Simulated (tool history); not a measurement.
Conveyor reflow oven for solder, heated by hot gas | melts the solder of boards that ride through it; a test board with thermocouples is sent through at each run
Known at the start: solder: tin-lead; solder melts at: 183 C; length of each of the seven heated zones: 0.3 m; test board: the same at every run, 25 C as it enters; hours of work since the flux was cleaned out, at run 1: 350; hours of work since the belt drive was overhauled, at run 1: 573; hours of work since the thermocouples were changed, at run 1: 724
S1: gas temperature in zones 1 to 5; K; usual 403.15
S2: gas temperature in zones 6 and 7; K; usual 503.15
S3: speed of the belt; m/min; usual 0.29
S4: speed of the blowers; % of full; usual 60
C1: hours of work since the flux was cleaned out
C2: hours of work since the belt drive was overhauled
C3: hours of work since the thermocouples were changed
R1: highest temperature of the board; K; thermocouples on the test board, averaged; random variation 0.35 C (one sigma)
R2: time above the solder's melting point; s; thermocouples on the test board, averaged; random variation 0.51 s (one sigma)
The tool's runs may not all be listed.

| run | day | S1 | S2 | S3 | S4 | C1 | C2 | C3 | R1 | R2 |
|---|---|---|---|---|---|---|---|---|---|---|
| 1 | 0 | 403.15 | 503.15 | 0.29 | 60 | 350 | 573 | 724 | 480.85 | 74.5 |
| 2 | 1.004 | 393.15 | 503.15 | 0.29 | 60 | 364 | 587 | 738 | 479.05 | 66.2 |
| 3 | 1.833 | 389.15 | 503.15 | 0.29 | 60 | 376 | 599 | 750 | 477.65 | 62.8 |
| 4 | 3.308 | 389.15 | 503.15 | 0.29 | 60 | 396 | 619 | 770 | 477.85 | 61.5 |
| 5 | 4.196 | 389.15 | 503.15 | 0.29 | 60 | 409 | 632 | 783 | 477.65 | 62 |
| 6 | 4.975 | 389.15 | 503.15 | 0.29 | 60 | 420 | 643 | 794 | 476.95 | 62.4 |
|  | 6.471 | flux residue cleaned out of gas plates and filters |
| 7 | 6.646 | 389.15 | 503.15 | 0.29 | 60 | 2 | 663 | 814 | 477.45 | 64.3 |
| 8 | 7.442 | 403.15 | 503.15 | 0.313 | 60 | 14 | 674 | 825 | 478.25 | 64.7 |
| 9 | 8.142 | 403.15 | 503.15 | 0.29 | 85 | 23 | 684 | 835 | 488.55 | 90.7 |
| 10 | 9.533 | 403.15 | 503.15 | 0.304 | 60 | 43 | 704 | 855 | 479.75 | 68 |
| 11 | 11.125 | 403.15 | 503.15 | 0.304 | 60 | 65 | 726 | 877 | 479.05 | 68.6 |
| 12 | 12.275 | 403.15 | 503.15 | 0.304 | 60 | 81 | 742 | 893 | 478.75 | 68.8 |
| 13 | 13.262 | 403.15 | 503.15 | 0.29 | 60 | 95 | 756 | 907 | 481.05 | 75.2 |
| 14 | 14.575 | 403.15 | 503.15 | 0.29 | 87 | 113 | 774 | 925 | 487.85 | 88.9 |
| 15 | 15.642 | 403.15 | 503.15 | 0.29 | 87 | 128 | 789 | 940 | 487.75 | 89.1 |
| 16 | 16.633 | 392.15 | 494.15 | 0.313 | 52 | 142 | 803 | 954 | 465.05 | 26.6 |
| 17 | 17.783 | 392.15 | 512.15 | 0.313 | 52 | 158 | 819 | 970 | 479.05 | 59.5 |
| 18 | 18.658 | 403.15 | 503.15 | 0.29 | 86 | 171 | 832 | 982 | 486.95 | 88.8 |
| 19 | 19.871 | 412.15 | 496.15 | 0.275 | 81 | 188 | 848 | 999 | 482.95 | 91.5 |
| 20 | 20.867 | 409.15 | 516.15 | 0.29 | 60 | 202 | 862 | 1013 | 492.95 | 96 |
|  | 21.108 | belt drive overhauled, speed set with a stopwatch |
| 21 | 22.138 | 409.15 | 516.15 | 0.29 | 60 | 217 | 14 | 1029 | 493.15 | 96.1 |
| 22 | 22.812 | 403.15 | 508.15 | 0.265 | 60 | 227 | 24 | 1038 | 487.65 | 95.5 |
|  | 23.712 | belt drive overhauled, speed set with a stopwatch, once more |
| 23 | 24.375 | 411.15 | 508.15 | 0.243 | 77 | 246 | 9 | 1058 | 494.75 | 119.5 |
| 24 | 25.625 | 411.15 | 508.15 | 0.243 | 77 | 264 | 27 | 1075 | 494.55 | 121 |
| 25 | 27.033 | 411.15 | 509.15 | 0.329 | 58 | 283 | 47 | 1095 | 480.85 | 67.3 |
| 26 | 28.475 | 405.15 | 516.15 | 0.235 | 60 | 304 | 67 | 1115 | 498.15 | 123.8 |
| 27 | 29.483 | 405.15 | 516.15 | 0.235 | 60 | 318 | 81 | 1129 | 498.45 | 122.8 |
| 28 | 31.075 | 405.15 | 516.15 | 0.235 | 60 | 340 | 103 | 1152 | 498.25 | 123.8 |
| 29 | 32.521 | 407.15 | 516.15 | 0.235 | 63 | 360 | 123 | 1172 | 498.55 | 124.5 |
| 30 | 33.571 | 403.15 | 503.15 | 0.29 | 55 | 375 | 138 | 1187 | 477.25 | 65.3 |

The same runs without the tool's hidden state, with the same run-to-run variation:
The hidden state here: heat that the gas passes to the board, % of a clean oven's; belt's true speed, % of the reading; true gas temperature in zones 6 and 7 over the reading, C; drift of the gauge itself on peak_c, C; drift of the gauge itself on liquid_s, %.
| run | R1 | R2 |
|---|---|---|
| 1 | 484.15 | 79.6 |
| 2 | 482.55 | 72 |
| 3 | 481.25 | 68.8 |
| 4 | 481.65 | 67.8 |
| 5 | 481.45 | 68.4 |
| 6 | 480.85 | 69 |
| 7 | 480.35 | 68.5 |
| 8 | 481.15 | 68.7 |
| 9 | 491.85 | 93.6 |
| 10 | 482.85 | 72.2 |
| 11 | 482.25 | 73 |
| 12 | 481.95 | 73.4 |
| 13 | 484.45 | 79.8 |
| 14 | 491.75 | 92.4 |
| 15 | 491.75 | 92.8 |
| 16 | 468.35 | 34.8 |
| 17 | 482.55 | 64.7 |
| 18 | 491.25 | 92.8 |
| 19 | 487.15 | 96.3 |
| 20 | 496.95 | 99.6 |
| 21 | 497.05 | 98.7 |
| 22 | 491.65 | 99.2 |
| 23 | 499.65 | 124.9 |
| 24 | 499.45 | 126.6 |
| 25 | 485.65 | 74.6 |
| 26 | 503.25 | 129.8 |
| 27 | 503.65 | 128.9 |
| 28 | 503.65 | 130 |
| 29 | 504.05 | 130.5 |
| 30 | 482.55 | 75.1 |
